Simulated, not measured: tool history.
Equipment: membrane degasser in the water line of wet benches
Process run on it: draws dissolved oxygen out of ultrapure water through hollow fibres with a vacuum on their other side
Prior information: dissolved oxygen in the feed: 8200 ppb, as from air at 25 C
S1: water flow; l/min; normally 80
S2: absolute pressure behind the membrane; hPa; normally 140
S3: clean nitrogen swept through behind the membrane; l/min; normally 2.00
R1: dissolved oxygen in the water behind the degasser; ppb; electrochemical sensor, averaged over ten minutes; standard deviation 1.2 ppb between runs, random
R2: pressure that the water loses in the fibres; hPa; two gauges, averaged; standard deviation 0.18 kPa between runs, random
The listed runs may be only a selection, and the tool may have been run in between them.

run	hour	S1	S2	S3	R1	R2
1	0.0	80	140	2.00	799.3	307.7
2	305.8	80	140	2.00	801.0	304.8
3	545.0	116	140	2.00	1047.8	444.1
4	784.2	80	140	2.00	803.7	306.7
5	1095.7	80	140	2.00	803.2	304.7
6	1365.6	80	140	2.00	804.0	309.4
7	1531.4	108	140	2.00	1003.9	416.6
8	1828.4	80	140	2.21	745.6	306.2
# hour 1974.2: seals of the vacuum lines changed
9	2043.8	80	140	2.21	746.8	308.7
10	2262.8	80	140	2.21	746.7	309.4
11	2463.0	80	243	2.21	1363.4	306.3
12	2669.8	80	243	2.21	1362.9	305.6
13	3023.9	80	140	2.00	807.5	306.2
14	3265.4	80	140	2.00	808.1	309.8
15	3483.9	80	140	2.00	810.7	307.9
# hour 3516.3: vacuum gauge calibrated
16	3704.9	80	140	2.00	810.1	306.5
17	3894.6	80	120	2.00	671.9	309.2
18	4095.1	52	310	2.00	1356.2	199.9
19	4442.0	120	310	2.00	2395.3	459.7
20	4681.8	80	201	1.51	1471.1	309.0
21	4841.6	93	146	1.73	1058.6	358.4
22	5157.8	93	176	4.05	686.4	355.7
23	5305.4	51	245	1.72	1191.8	195.7
24	5568.9	80	267	5.41	749.4	308.5
25	5888.6	80	218	6.00	553.5	307.3
26	6079.5	80	218	6.00	552.9	307.4
27	6284.4	80	218	6.00	553.3	304.2
# hour 6427.2: gauge calibrated
28	6453.4	80	218	6.00	542.5	307.3
29	6618.6	80	218	6.00	542.2	306.2
30	6954.1	65	140	2.00	682.4	245.2
31	7120.1	65	140	2.00	682.9	251.4

How would selected steps in R1 from run to run divide? Give the signed amount a tool lacking its hidden state would still show from settings, what came in and random variation, and the signed amount left for the hidden state, including any gauge scatter that is not in both of the compared results.
Hidden conditions of the tool in this case: membrane still open, %; true pressure behind the membrane over the reading, kPa; air that leaks in behind the membrane, l/min; drift of the gauge itself on oxygen_ppb, %; drift of the gauge itself on loss_of_pressure_kpa, %.
Run 17 -> 18: S1 80 -> 52, S2 120 -> 310. R1 +684.3 ppb: hidden state +9.6, all else +674.7.
Run 18 -> 19: S1 52 -> 120. R1 +1039.1 ppb: hidden state +16.7, all else +1022.4.
Run 19 -> 20: S1 120 -> 80, S2 310 -> 201, S3 2.00 -> 1.51. R1 -924.2 ppb: hidden state -12.3, all else -911.9.
Run 27 -> 28: gauge calibrated. R1 -10.8 ppb: hidden state -11.3, all else +0.5.
